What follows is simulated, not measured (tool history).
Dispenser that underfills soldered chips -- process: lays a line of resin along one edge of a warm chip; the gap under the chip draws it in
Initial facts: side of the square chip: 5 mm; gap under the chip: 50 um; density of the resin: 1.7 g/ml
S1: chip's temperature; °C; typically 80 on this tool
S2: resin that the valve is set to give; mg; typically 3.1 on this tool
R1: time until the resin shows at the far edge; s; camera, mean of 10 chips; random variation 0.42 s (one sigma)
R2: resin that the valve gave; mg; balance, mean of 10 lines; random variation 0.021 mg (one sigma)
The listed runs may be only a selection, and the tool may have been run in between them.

run,day,S1,S2,R1,R2
1,0,80,3.1,37.2,3.15
# day 0.288: new syringe of resin
2,0.392,80,3.1,33.5,3.07
3,0.621,65,3.1,61,3.08
# day 0.838: new syringe of resin
4,0.992,65,3.1,53.4,3.04
# day 1.379: new syringe of resin
5,1.4,80,3.1,30,3.05
6,1.821,80,3.1,44.9,3.05
# day 1.946: new syringe of resin
7,2.308,80,3.1,41.4,3.02
# day 2.488: new syringe of resin
8,2.542,80,3.1,30.9,3
9,2.908,80,3.1,42.5,3
# day 3.025: new syringe of resin
10,3.212,80,3.1,35.5,2.98
# day 3.575: new syringe of resin
11,3.608,80,3.1,31,2.96
12,4.054,80,3.1,45,2.97
# day 4.121: new syringe of resin
13,4.483,80,3.48,40.2,3.31
# day 4.658: new syringe of resin
14,4.808,80,3.48,33,3.3
15,5.162,80,3.48,44.5,3.29
# day 5.208: new syringe of resin
16,5.562,80,3.48,40.8,3.27
# day 5.775: new syringe of resin
17,5.921,80,3.1,35,2.9
# day 6.346: new syringe of resin
18,6.408,80,3.11,31.2,2.87
# day 6.904: new syringe of resin
19,6.904,70,3.61,38.8,3.33
# day 7.221: dispensing valve cleaned and set on the balance
20,7.408,70,3.61,58.4,3.6
# day 7.5: new syringe of resin
21,7.692,95,3.61,21.9,3.57
# day 8.046: new syringe of resin
22,8.079,95,3.61,19.6,3.58
23,8.388,95,3.61,25.6,3.58
# day 8.608: new syringe of resin
24,8.758,68,3.61,48.3,3.56
25,9.108,79,2.93,47.2,2.89
# day 9.142: new syringe of resin
26,9.396,66,2.93,57.7,2.83
# day 9.7: new syringe of resin
27,9.85,66,2.93,52.9,2.84
28,10.204,83,3.35,41.5,3.25
# day 10.242: new syringe of resin
29,10.708,83,3.35,38.4,3.2
# day 10.804: new syringe of resin
30,11.179,92,3.95,28.4,3.79
# day 11.342: new syringe of resin
31,11.392,82,3.62,29.1,3.5
32,11.812,67,3.44,65.9,3.27
# day 11.883: new syringe of resin
33,12.225,66,3.07,62.1,2.92
# day 12.425: new syringe of resin
34,12.462,78,3.66,31.9,3.44
35,12.779,69,3.22,56.8,3.03

Measured less the same run without the tool's hidden state. The same run-to-run variation is in both; the gauge's scatter may not be:
Hidden state present: resin's viscosity, % of fresh resin's; dose that the valve gives, % of what is set; true chip temperature over the reading, C; drift of the gauge itself on fill_s, %; drift of the gauge itself on given_mg, %.
run,R1,R2
1,+7.9,+0
2,+3,-0.01
3,+15.5,-0.02
4,+6.3,-0.04
5,+0.8,-0.05
6,+14.4,-0.06
7,+11,-0.07
8,+1.2,-0.08
9,+12.7,-0.1
10,+5.3,-0.1
11,+1,-0.11
12,+15.4,-0.13
13,+10.9,-0.17
14,+4.1,-0.18
15,+15.7,-0.19
16,+11.1,-0.2
17,+4.5,-0.19
18,+2.1,-0.2
19,+0.2,-0.26
20,+18.9,-0.01
21,+2.8,-0.02
22,+0.4,-0.03
23,+6.4,-0.05
24,+5.4,-0.06
25,+16.5,-0.07
26,+11.1,-0.07
27,+5.8,-0.08
28,+14.1,-0.11
29,+12.5,-0.13
30,+7.8,-0.17
31,+1.3,-0.16
32,+22.2,-0.17
33,+15.8,-0.17
34,+0.9,-0.2
35,+14.9,-0.19

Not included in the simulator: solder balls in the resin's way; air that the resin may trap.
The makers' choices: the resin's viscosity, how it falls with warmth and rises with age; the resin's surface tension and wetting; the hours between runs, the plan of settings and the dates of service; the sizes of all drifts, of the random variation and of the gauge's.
